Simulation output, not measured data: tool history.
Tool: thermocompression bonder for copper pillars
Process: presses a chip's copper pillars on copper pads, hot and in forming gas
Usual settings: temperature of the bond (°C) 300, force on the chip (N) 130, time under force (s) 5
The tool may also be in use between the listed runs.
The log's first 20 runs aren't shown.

| run | hour | temperature of the bond (°C) | force on the chip (N) | time under force (s) | hours of work since the heater was calibrated | hours of work since the force cell was calibrated | hours of work since the gas filter was changed | force that shears a chip off (N) |
|---|---|---|---|---|---|---|---|---|
| 21 | 141.8 | 300 | 92 | 5 | 84 | 154 | 263 | 55.4 |
| 22 | 151.9 | 279 | 166 | 5 | 89 | 160 | 269 | 66.1 |
| 23 | 161.3 | 303 | 114 | 3 | 95 | 165 | 274 | 54 |
| 24 | 168.6 | 303 | 114 | 3 | 99 | 169 | 278 | 55.3 |
| 25 | 177.6 | 299 | 114 | 3 | 104 | 174 | 283 | 51.4 |
| 26 | 182.5 | 319 | 89 | 6 | 106 | 177 | 286 | 68 |
| 27 | 189.8 | 300 | 80 | 14 | 111 | 181 | 290 | 72.7 |
| 28 | 196.3 | 300 | 127 | 5 | 114 | 184 | 294 | 69.3 |
| 29 | 206.5 | 326 | 90 | 5 | 120 | 190 | 299 | 68.7 |
| 30 | 215.5 | 316 | 149 | 4 | 125 | 195 | 305 | 79 |
| 31 | 220.4 | 300 | 84 | 3 | 128 | 198 | 307 | 42.8 |
| 32 | 226.5 | 306 | 130 | 3 | 131 | 201 | 311 | 60.3 |
| 33 | 230.8 | 281 | 122 | 3 | 133 | 204 | 313 | 45.5 |
| 34 | 235.5 | 281 | 122 | 3 | 136 | 206 | 316 | 44.4 |
| 35 | 245 | 312 | 130 | 5 | 141 | 212 | 321 | 77.6 |
| 36 | 253.9 | 282 | 120 | 5 | 146 | 217 | 326 | 55.6 |
| 37 | 262.8 | 282 | 163 | 5 | 151 | 222 | 331 | 66.8 |
| 38 | 270.7 | 306 | 132 | 5 | 156 | 226 | 335 | 72.8 |
| 39 | 278.5 | 306 | 132 | 5 | 160 | 230 | 340 | 71.8 |
| 40 | 287.1 | 283 | 82 | 12 | 165 | 235 | 345 | 59.7 |
| 41 | 297.5 | 283 | 82 | 12 | 171 | 241 | 350 | 60.1 |

3 ways to go on from here, each from the tool as it stands after run 41. What would each give?
| A | 302.8 | 329 | 130 | 5 | 174 | 244 | 353 | ? |
| B | 302.8 | 283 | 82 | 3 | 174 | 244 | 353 | ? |
| C | 302.8 | 292 | 156 | 12 | 174 | 244 | 353 | ? |

| run | force that shears a chip off (N) |
|---|---|
| A | 83.6 |
| B | 32.8 |
| C | 92.7 |
Without the tool's hidden state the same runs would have given:
| run | force that shears a chip off (N) |
|---|---|
| A | 93.1 |
| B | 37 |
| C | 103.3 |

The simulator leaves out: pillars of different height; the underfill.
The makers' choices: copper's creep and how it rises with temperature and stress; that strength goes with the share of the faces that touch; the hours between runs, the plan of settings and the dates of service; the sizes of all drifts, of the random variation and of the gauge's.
